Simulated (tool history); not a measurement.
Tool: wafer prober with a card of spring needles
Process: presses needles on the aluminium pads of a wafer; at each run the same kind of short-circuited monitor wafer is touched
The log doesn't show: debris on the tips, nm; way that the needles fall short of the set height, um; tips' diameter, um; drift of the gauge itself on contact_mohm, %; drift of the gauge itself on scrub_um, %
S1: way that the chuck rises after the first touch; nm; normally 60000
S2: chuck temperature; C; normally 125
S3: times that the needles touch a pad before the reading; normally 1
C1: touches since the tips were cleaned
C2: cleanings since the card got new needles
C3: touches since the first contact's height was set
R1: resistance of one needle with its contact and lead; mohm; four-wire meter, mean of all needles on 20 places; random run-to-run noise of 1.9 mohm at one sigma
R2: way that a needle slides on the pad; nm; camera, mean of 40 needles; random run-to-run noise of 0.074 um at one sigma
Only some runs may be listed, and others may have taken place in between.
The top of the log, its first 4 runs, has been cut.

run,hour,S1,S2,S3,C1,C2,C3,R1,R2
# hour 39.9: tips cleaned on abrasive film
5,42.3,60000,35,1,1058,59,57626,199,13330
# hour 48.0: tips cleaned on abrasive film
6,52.8,60000,35,1,2091,60,62182,203,13200
# hour 56.1: tips cleaned on abrasive film
# hour 64.0: tips cleaned on abrasive film
7,65.1,60000,35,1,509,62,67498,186,13190
# hour 72.0: tips cleaned on abrasive film
8,76.6,60000,125,1,2046,63,72487,220,13220
# hour 80.9: tips cleaned on abrasive film
9,84.6,60000,125,2,1641,64,75941,208,13160
# hour 88.9: tips cleaned on abrasive film
10,92.6,60000,125,1,1596,65,79374,217,13160
# hour 97.6: tips cleaned on abrasive film
11,102.0,60000,125,2,1922,66,83429,217,13140
# hour 105.5: tips cleaned on abrasive film
# hour 114.1: tips cleaned on abrasive film
12,117.3,60000,125,2,1426,68,90074,211,13180
# hour 122.2: tips cleaned on abrasive film
13,126.2,60000,125,1,1739,69,93916,224,13110
# hour 131.0: tips cleaned on abrasive film
14,136.2,60000,125,1,2252,70,98223,228,13050
# hour 138.9: tips cleaned on abrasive film
15,145.6,60000,125,1,2920,71,102309,232,13110
# hour 147.0: tips cleaned on abrasive film
16,154.3,60000,125,1,3231,72,106087,235,13080

Predict the results of run 17:
# hour 155.6: tips cleaned on abrasive film
# hour 163.8: tips cleaned on abrasive film
17,167.2,64000,25,1,1491,74,111631,?,?

{"run 17": {"R1": 203, "R2": 14010}}
Were there no unlogged condition in the tool, this run, its random variation unchanged, would have produced R1 179 mohm, R2 14540 nm.
